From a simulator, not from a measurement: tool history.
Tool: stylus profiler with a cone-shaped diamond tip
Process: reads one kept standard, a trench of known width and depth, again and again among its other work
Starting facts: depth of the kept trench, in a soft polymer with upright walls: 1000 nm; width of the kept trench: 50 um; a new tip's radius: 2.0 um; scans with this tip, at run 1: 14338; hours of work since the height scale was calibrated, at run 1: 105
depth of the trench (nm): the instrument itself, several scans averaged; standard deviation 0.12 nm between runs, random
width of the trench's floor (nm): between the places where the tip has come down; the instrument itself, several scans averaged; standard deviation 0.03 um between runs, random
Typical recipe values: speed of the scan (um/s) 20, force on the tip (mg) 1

| run | hour | speed of the scan (um/s) | force on the tip (mg) | scans with this tip | hours of work since the height scale was calibrated | depth of the trench (nm) | width of the trench's floor (nm) |
|---|---|---|---|---|---|---|---|
| 1 | 0 | 20 | 1 | 14338 | 105 | 1003.92 | 46330 |
| 2 | 46.9 | 20 | 1 | 14772 | 142 | 1003.99 | 46250 |
| 3 | 80.6 | 20 | 1 | 15083 | 168 | 1003.87 | 46270 |
| 4 | 119.1 | 20 | 1 | 15439 | 198 | 1003.83 | 46300 |
|  | 126.1 | new tip fitted, height scale calibrated |
| 5 | 164.7 | 20 | 1 | 356 | 30 | 1003.95 | 46430 |
| 6 | 200.2 | 20 | 1 | 684 | 58 | 1004.06 | 46340 |
| 7 | 250.7 | 20 | 1 | 1151 | 98 | 1004.08 | 46290 |
| 8 | 293.3 | 20 | 1.84 | 1545 | 131 | 1005.77 | 46430 |
| 9 | 326.3 | 20 | 1.84 | 1849 | 157 | 1005.89 | 46440 |
| 10 | 384.5 | 20 | 1 | 2388 | 202 | 1004.05 | 46310 |
| 11 | 426.9 | 20 | 1.14 | 2779 | 236 | 1004.12 | 46350 |
| 12 | 471.7 | 20 | 1.14 | 3193 | 271 | 1004.25 | 46300 |
| 13 | 519.4 | 20 | 1.14 | 3634 | 308 | 1004.34 | 46290 |
| 14 | 574.5 | 20 | 1.14 | 4143 | 351 | 1004.35 | 46310 |
| 15 | 624.5 | 76 | 1.14 | 4605 | 390 | 1004.14 | 45790 |
| 16 | 668.4 | 76 | 1.14 | 5011 | 425 | 1004.23 | 45820 |
| 17 | 711.8 | 11 | 1 | 5412 | 459 | 1003.84 | 46430 |
| 18 | 736.6 | 11 | 1 | 5641 | 478 | 1003.6 | 46370 |
| 19 | 775.6 | 20 | 1 | 6002 | 509 | 1003.85 | 46310 |
| 20 | 818.6 | 20 | 1 | 6399 | 542 | 1003.96 | 46340 |
| 21 | 864 | 20 | 0.55 | 6819 | 578 | 1002.41 | 46290 |
| 22 | 922.9 | 20 | 0.55 | 7363 | 624 | 1002.67 | 46300 |
| 23 | 969 | 20 | 0.55 | 7790 | 660 | 1002.5 | 46250 |
| 24 | 996.8 | 59 | 0.5 | 8047 | 682 | 1002.6 | 45700 |
| 25 | 1040.8 | 15 | 0.5 | 8453 | 717 | 1002.47 | 46260 |
| 26 | 1090.9 | 49 | 0.81 | 8916 | 756 | 1003.29 | 45990 |
| 27 | 1133.7 | 65 | 0.7 | 9311 | 789 | 1002.88 | 45780 |
| 28 | 1171.4 | 11 | 2.22 | 9660 | 819 | 1006.64 | 46480 |
| 29 | 1206.3 | 11 | 0.52 | 9983 | 846 | 1002.59 | 46390 |
| 30 | 1254.7 | 12 | 0.47 | 10430 | 884 | 1002.34 | 46380 |
| 31 | 1291.6 | 25 | 0.4 | 10771 | 913 | 1002.06 | 46110 |
| 32 | 1326.5 | 22 | 2.36 | 11094 | 940 | 1007.02 | 46350 |
| 33 | 1356.3 | 44 | 1.67 | 11369 | 964 | 1005.47 | 46190 |
| 34 | 1391 | 24 | 1.12 | 11690 | 991 | 1004.33 | 46350 |
| 35 | 1439.4 | 24 | 1.12 | 12137 | 1029 | 1004.17 | 46290 |
| 36 | 1470.6 | 6 | 1.2 | 12425 | 1053 | 1004.36 | 46450 |
|  | 1483 | height scale calibrated on a step standard |
| 37 | 1526.5 | 20 | 1.67 | 12937 | 34 | 1005.46 | 46350 |
| 38 | 1559.4 | 72 | 2.54 | 13241 | 60 | 1007.17 | 46090 |
| 39 | 1611.6 | 20 | 0.78 | 13724 | 101 | 1003.22 | 46290 |
| 40 | 1641.2 | 11 | 1.36 | 13998 | 124 | 1004.73 | 46400 |
| 41 | 1665.6 | 18 | 1.36 | 14223 | 143 | 1004.68 | 46400 |
| 42 | 1705 | 36 | 2.93 | 14587 | 174 | 1008.04 | 46320 |
| 43 | 1753 | 55 | 1 | 15031 | 212 | 1003.96 | 45950 |
|  | 1803.9 | new tip fitted, height scale calibrated |
| 44 | 1810.8 | 15 | 2.11 | 64 | 5 | 1006.62 | 46480 |
| 45 | 1834.9 | 15 | 1.84 | 286 | 24 | 1005.73 | 46410 |

The same runs without the tool's hidden state, with the same run-to-run variation:
The hidden state here: radius of the tip, um; height scale over the true one, %; drift of the gauge itself on depth_nm, %; drift of the gauge itself on floor_um, %.
| run | width of the trench's floor (nm) |
|---|---|
| 1 | 46360 |
| 2 | 46280 |
| 3 | 46300 |
| 4 | 46330 |
| 5 | 46430 |
| 6 | 46340 |
| 7 | 46300 |
| 8 | 46430 |
| 9 | 46440 |
| 10 | 46320 |
| 11 | 46360 |
| 12 | 46310 |
| 13 | 46290 |
| 14 | 46320 |
| 15 | 45800 |
| 16 | 45830 |
| 17 | 46440 |
| 18 | 46370 |
| 19 | 46320 |
| 20 | 46350 |
| 21 | 46300 |
| 22 | 46310 |
| 23 | 46260 |
| 24 | 45710 |
| 25 | 46280 |
| 26 | 46000 |
| 27 | 45800 |
| 28 | 46500 |
| 29 | 46410 |
| 30 | 46400 |
| 31 | 46130 |
| 32 | 46370 |
| 33 | 46200 |
| 34 | 46370 |
| 35 | 46310 |
| 36 | 46470 |
| 37 | 46370 |
| 38 | 46110 |
| 39 | 46320 |
| 40 | 46430 |
| 41 | 46420 |
| 42 | 46350 |
| 43 | 45980 |
| 44 | 46480 |
| 45 | 46410 |
depth of the trench (nm): at most 0.01 away from the measurement, every run.
